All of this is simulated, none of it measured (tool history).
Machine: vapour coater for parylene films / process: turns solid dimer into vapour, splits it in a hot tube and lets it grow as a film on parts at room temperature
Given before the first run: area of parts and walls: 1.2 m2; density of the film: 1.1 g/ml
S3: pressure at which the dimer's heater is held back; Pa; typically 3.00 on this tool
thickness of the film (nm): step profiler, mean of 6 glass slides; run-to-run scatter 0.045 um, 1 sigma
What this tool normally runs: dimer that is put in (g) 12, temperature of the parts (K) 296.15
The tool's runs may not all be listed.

run 1 hour=0.0 | dimer_that_is_put_in_(g)=12 temperature_of_the_parts_(K)=296.15 S3=3.00 | thickness_of_the_film_(nm)=5000
run 2 hour=79.5 | dimer_that_is_put_in_(g)=12 temperature_of_the_parts_(K)=296.15 S3=3.00 | thickness_of_the_film_(nm)=4850
run 3 hour=145.2 | dimer_that_is_put_in_(g)=12 temperature_of_the_parts_(K)=296.15 S3=3.00 | thickness_of_the_film_(nm)=4600
run 4 hour=207.0 | dimer_that_is_put_in_(g)=12 temperature_of_the_parts_(K)=296.15 S3=3.00 | thickness_of_the_film_(nm)=4520
run 5 hour=252.9 | dimer_that_is_put_in_(g)=12 temperature_of_the_parts_(K)=296.15 S3=3.00 | thickness_of_the_film_(nm)=4510
-- hour=314.0 trap's valve overhauled
run 6 hour=333.3 | dimer_that_is_put_in_(g)=12 temperature_of_the_parts_(K)=296.15 S3=2.38 | thickness_of_the_film_(nm)=4270
run 7 hour=411.4 | dimer_that_is_put_in_(g)=12 temperature_of_the_parts_(K)=296.15 S3=2.38 | thickness_of_the_film_(nm)=4060
run 8 hour=465.4 | dimer_that_is_put_in_(g)=12 temperature_of_the_parts_(K)=296.15 S3=2.38 | thickness_of_the_film_(nm)=3870
run 9 hour=518.3 | dimer_that_is_put_in_(g)=12 temperature_of_the_parts_(K)=296.15 S3=2.38 | thickness_of_the_film_(nm)=3760
run 10 hour=581.7 | dimer_that_is_put_in_(g)=5 temperature_of_the_parts_(K)=296.15 S3=3.00 | thickness_of_the_film_(nm)=1430
-- hour=622.9 trap's valve overhauled
run 11 hour=633.7 | dimer_that_is_put_in_(g)=5 temperature_of_the_parts_(K)=296.15 S3=3.00 | thickness_of_the_film_(nm)=2050
run 12 hour=681.3 | dimer_that_is_put_in_(g)=5 temperature_of_the_parts_(K)=296.15 S3=2.67 | thickness_of_the_film_(nm)=2060
run 13 hour=759.5 | dimer_that_is_put_in_(g)=12 temperature_of_the_parts_(K)=296.15 S3=5.42 | thickness_of_the_film_(nm)=4020
-- hour=767.0 trap's valve overhauled, once more
run 14 hour=799.1 | dimer_that_is_put_in_(g)=12 temperature_of_the_parts_(K)=296.15 S3=5.42 | thickness_of_the_film_(nm)=4230
run 15 hour=862.4 | dimer_that_is_put_in_(g)=12 temperature_of_the_parts_(K)=296.15 S3=5.42 | thickness_of_the_film_(nm)=4160
run 16 hour=917.1 | dimer_that_is_put_in_(g)=12 temperature_of_the_parts_(K)=296.15 S3=5.42 | thickness_of_the_film_(nm)=4050
run 17 hour=993.5 | dimer_that_is_put_in_(g)=12 temperature_of_the_parts_(K)=296.15 S3=5.42 | thickness_of_the_film_(nm)=3900
run 18 hour=1064.5 | dimer_that_is_put_in_(g)=12 temperature_of_the_parts_(K)=296.15 S3=5.42 | thickness_of_the_film_(nm)=3770
-- hour=1075.4 trap's valve overhauled
run 19 hour=1108.7 | dimer_that_is_put_in_(g)=12 temperature_of_the_parts_(K)=296.15 S3=5.42 | thickness_of_the_film_(nm)=4220
run 20 hour=1174.2 | dimer_that_is_put_in_(g)=12 temperature_of_the_parts_(K)=296.15 S3=5.42 | thickness_of_the_film_(nm)=4080
run 21 hour=1247.7 | dimer_that_is_put_in_(g)=6 temperature_of_the_parts_(K)=292.15 S3=8.77 | thickness_of_the_film_(nm)=1940
-- hour=1270.3 table's thermometer calibrated
run 22 hour=1306.9 | dimer_that_is_put_in_(g)=6 temperature_of_the_parts_(K)=292.15 S3=8.77 | thickness_of_the_film_(nm)=1960
run 23 hour=1345.7 | dimer_that_is_put_in_(g)=19 temperature_of_the_parts_(K)=292.15 S3=3.49 | thickness_of_the_film_(nm)=7440
-- hour=1391.8 trap's valve overhauled
run 24 hour=1430.2 | dimer_that_is_put_in_(g)=17 temperature_of_the_parts_(K)=293.15 S3=6.47 | thickness_of_the_film_(nm)=6350
run 25 hour=1487.1 | dimer_that_is_put_in_(g)=19 temperature_of_the_parts_(K)=292.15 S3=8.05 | thickness_of_the_film_(nm)=6820
run 26 hour=1524.8 | dimer_that_is_put_in_(g)=19 temperature_of_the_parts_(K)=292.15 S3=8.05 | thickness_of_the_film_(nm)=6650
run 27 hour=1599.2 | dimer_that_is_put_in_(g)=6 temperature_of_the_parts_(K)=304.15 S3=3.28 | thickness_of_the_film_(nm)=1830
run 28 hour=1661.8 | dimer_that_is_put_in_(g)=15 temperature_of_the_parts_(K)=307.15 S3=3.28 | thickness_of_the_film_(nm)=4170
-- hour=1705.3 trap's valve overhauled
run 29 hour=1725.5 | dimer_that_is_put_in_(g)=12 temperature_of_the_parts_(K)=293.15 S3=3.47 | thickness_of_the_film_(nm)=5180
run 30 hour=1781.4 | dimer_that_is_put_in_(g)=20 temperature_of_the_parts_(K)=299.15 S3=2.10 | thickness_of_the_film_(nm)=8190
run 31 hour=1858.5 | dimer_that_is_put_in_(g)=12 temperature_of_the_parts_(K)=296.15 S3=4.78 | thickness_of_the_film_(nm)=4220
run 32 hour=1929.9 | dimer_that_is_put_in_(g)=14 temperature_of_the_parts_(K)=303.15 S3=10.69 | thickness_of_the_film_(nm)=3490
run 33 hour=1983.1 | dimer_that_is_put_in_(g)=10 temperature_of_the_parts_(K)=296.15 S3=3.10 | thickness_of_the_film_(nm)=3640
-- hour=2017.7 trap's valve overhauled
run 34 hour=2046.1 | dimer_that_is_put_in_(g)=10 temperature_of_the_parts_(K)=296.15 S3=3.10 | thickness_of_the_film_(nm)=4100
run 35 hour=2102.6 | dimer_that_is_put_in_(g)=10 temperature_of_the_parts_(K)=296.15 S3=3.10 | thickness_of_the_film_(nm)=3990
run 36 hour=2154.6 | dimer_that_is_put_in_(g)=22 temperature_of_the_parts_(K)=296.15 S3=3.10 | thickness_of_the_film_(nm)=8730
run 37 hour=2191.5 | dimer_that_is_put_in_(g)=10 temperature_of_the_parts_(K)=292.15 S3=4.36 | thickness_of_the_film_(nm)=3900
run 38 hour=2232.3 | dimer_that_is_put_in_(g)=5 temperature_of_the_parts_(K)=299.15 S3=9.44 | thickness_of_the_film_(nm)=1360
run 39 hour=2283.4 | dimer_that_is_put_in_(g)=5 temperature_of_the_parts_(K)=299.15 S3=9.44 | thickness_of_the_film_(nm)=1300

What would each run have given without the hidden state, its run-to-run variation left as it was?
Hidden state present: vapour lost through the trap's worn valve, %; true temperature of the parts over the reading, C; drift of the gauge itself on film_um, %.
run=1 thickness_of_the_film_(nm)=5080
run=2 thickness_of_the_film_(nm)=5100
run=3 thickness_of_the_film_(nm)=4970
run=4 thickness_of_the_film_(nm)=5030
run=5 thickness_of_the_film_(nm)=5110
run=6 thickness_of_the_film_(nm)=5410
run=7 thickness_of_the_film_(nm)=5340
run=8 thickness_of_the_film_(nm)=5290
run=9 thickness_of_the_film_(nm)=5280
run=10 thickness_of_the_film_(nm)=2110
run=11 thickness_of_the_film_(nm)=2120
run=12 thickness_of_the_film_(nm)=2170
run=13 thickness_of_the_film_(nm)=4410
run=14 thickness_of_the_film_(nm)=4410
run=15 thickness_of_the_film_(nm)=4450
run=16 thickness_of_the_film_(nm)=4450
run=17 thickness_of_the_film_(nm)=4430
run=18 thickness_of_the_film_(nm)=4430
run=19 thickness_of_the_film_(nm)=4440
run=20 thickness_of_the_film_(nm)=4410
run=21 thickness_of_the_film_(nm)=2170
run=22 thickness_of_the_film_(nm)=2190
run=23 thickness_of_the_film_(nm)=8480
run=24 thickness_of_the_film_(nm)=6490
run=25 thickness_of_the_film_(nm)=7160
run=26 thickness_of_the_film_(nm)=7120
run=27 thickness_of_the_film_(nm)=2030
run=28 thickness_of_the_film_(nm)=4790
run=29 thickness_of_the_film_(nm)=5270
run=30 thickness_of_the_film_(nm)=8540
run=31 thickness_of_the_film_(nm)=4560
run=32 thickness_of_the_film_(nm)=3880
run=33 thickness_of_the_film_(nm)=4150
run=34 thickness_of_the_film_(nm)=4200
run=35 thickness_of_the_film_(nm)=4190
run=36 thickness_of_the_film_(nm)=9370
run=37 thickness_of_the_film_(nm)=4250
run=38 thickness_of_the_film_(nm)=1520
run=39 thickness_of_the_film_(nm)=1490

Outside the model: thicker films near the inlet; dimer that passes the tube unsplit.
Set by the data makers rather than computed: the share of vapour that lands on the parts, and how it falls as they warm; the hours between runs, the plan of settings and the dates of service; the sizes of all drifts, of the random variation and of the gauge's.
